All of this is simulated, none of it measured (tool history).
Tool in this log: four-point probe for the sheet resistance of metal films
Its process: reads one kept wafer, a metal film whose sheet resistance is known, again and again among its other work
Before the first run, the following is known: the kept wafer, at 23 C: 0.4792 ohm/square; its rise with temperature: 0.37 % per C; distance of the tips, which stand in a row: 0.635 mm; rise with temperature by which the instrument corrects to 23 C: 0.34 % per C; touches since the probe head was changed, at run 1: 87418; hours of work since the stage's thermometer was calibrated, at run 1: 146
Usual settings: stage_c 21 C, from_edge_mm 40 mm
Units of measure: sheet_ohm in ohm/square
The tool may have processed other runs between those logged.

| run | hour | stage_c | from_edge_mm | touches since the probe head was changed | hours of work since the stage's thermometer was calibrated | sheet_ohm |
|---|---|---|---|---|---|---|
| 1 | 0 | 21 | 40 | 87418 | 146 | 0.480758 |
| 2 | 18.7 | 21 | 40 | 88293 | 157 | 0.480804 |
| 3 | 30.5 | 21 | 40 | 88844 | 163 | 0.480731 |
| 4 | 53.7 | 21 | 40 | 89933 | 176 | 0.480652 |
| 5 | 79.1 | 21 | 40 | 91120 | 190 | 0.480598 |
| 6 | 94.5 | 21 | 40 | 91841 | 199 | 0.480645 |
| 7 | 109.5 | 21 | 40 | 92547 | 207 | 0.480856 |
| 8 | 131.6 | 21 | 40 | 93580 | 219 | 0.480745 |
| 9 | 155.6 | 21 | 40 | 94705 | 233 | 0.480842 |
| 10 | 172.6 | 21 | 40 | 95498 | 242 | 0.480837 |
| 11 | 196.7 | 21 | 40 | 96628 | 256 | 0.480927 |
| 12 | 220.3 | 21 | 40 | 97733 | 269 | 0.480965 |
| 13 | 240.5 | 21 | 5 | 98679 | 280 | 0.485015 |
| 14 | 258 | 21 | 5 | 99499 | 290 | 0.484983 |
| 15 | 270.4 | 21 | 40 | 100080 | 297 | 0.480939 |
| 16 | 291.4 | 21 | 40 | 101064 | 308 | 0.480956 |
| 17 | 306.4 | 21 | 40 | 101764 | 316 | 0.480984 |
| 18 | 330.3 | 24 | 40 | 102884 | 330 | 0.481462 |
| 19 | 344.3 | 21 | 40 | 103542 | 338 | 0.480941 |
| 20 | 361.4 | 21 | 40 | 104342 | 347 | 0.481022 |
| 21 | 381.9 | 21 | 40 | 105299 | 358 | 0.481008 |
| 22 | 404.2 | 21 | 40 | 106345 | 371 | 0.481122 |
| 23 | 423.6 | 21 | 40 | 107251 | 382 | 0.480996 |
| 24 | 438.3 | 21 | 17 | 107941 | 390 | 0.481355 |
| 25 | 461.5 | 34 | 6 | 109026 | 403 | 0.485813 |
| 26 | 480.2 | 34 | 6 | 109905 | 413 | 0.485696 |
| 27 | 496.7 | 20 | 6 | 110675 | 422 | 0.483889 |
| 28 | 507.1 | 20 | 6 | 111164 | 428 | 0.483815 |
| 29 | 529.4 | 24 | 11 | 112207 | 440 | 0.482225 |
| 30 | 540.5 | 20 | 49 | 112726 | 446 | 0.480897 |
| 31 | 561.8 | 32 | 49 | 113723 | 458 | 0.482929 |
| 32 | 586.9 | 26 | 10 | 114898 | 472 | 0.483176 |
| 33 | 606.7 | 26 | 10 | 115826 | 483 | 0.482925 |
| 34 | 626.4 | 26 | 10 | 116751 | 494 | 0.482979 |
| 35 | 640.6 | 26 | 10 | 117413 | 502 | 0.482902 |
| 36 | 656.2 | 26 | 10 | 118147 | 511 | 0.482909 |
| 37 | 675.4 | 26 | 10 | 119044 | 521 | 0.48307 |
| 38 | 697.2 | 21 | 7 | 120067 | 533 | 0.483358 |
| 39 | 721.3 | 26 | 4 | 121195 | 547 | 0.488321 |
| 40 | 742.8 | 26 | 6 | 122200 | 559 | 0.484957 |
| 41 | 762.9 | 25 | 15 | 123143 | 570 | 0.4825 |
| 42 | 786.8 | 24 | 8 | 124259 | 583 | 0.483278 |
| 43 | 803.3 | 24 | 8 | 125033 | 592 | 0.483349 |
| 44 | 827.9 | 23 | 13 | 126186 | 606 | 0.482254 |

5 options for the next run, each taken on its own from the tool as it stands now. Forecast them:
| A | 839 | 34 | 48 | 126706 | 612 | ? |
| B | 839 | 28 | 13 | 126706 | 612 | ? |
| C | 839 | 31 | 5 | 126706 | 612 | ? |
| D | 839 | 28 | 40 | 126706 | 612 | ? |
| E | 839 | 19 | 40 | 126706 | 612 | ? |

| run | sheet_ohm |
|---|---|
| A | 0.483282 |
| B | 0.482924 |
| C | 0.486795 |
| D | 0.482553 |
| E | 0.48121 |
Had the tool no hidden state, the same runs would have come out as:
| run | sheet_ohm |
|---|---|
| A | 0.480806 |
| B | 0.480451 |
| C | 0.484304 |
| D | 0.480082 |
| E | 0.478748 |
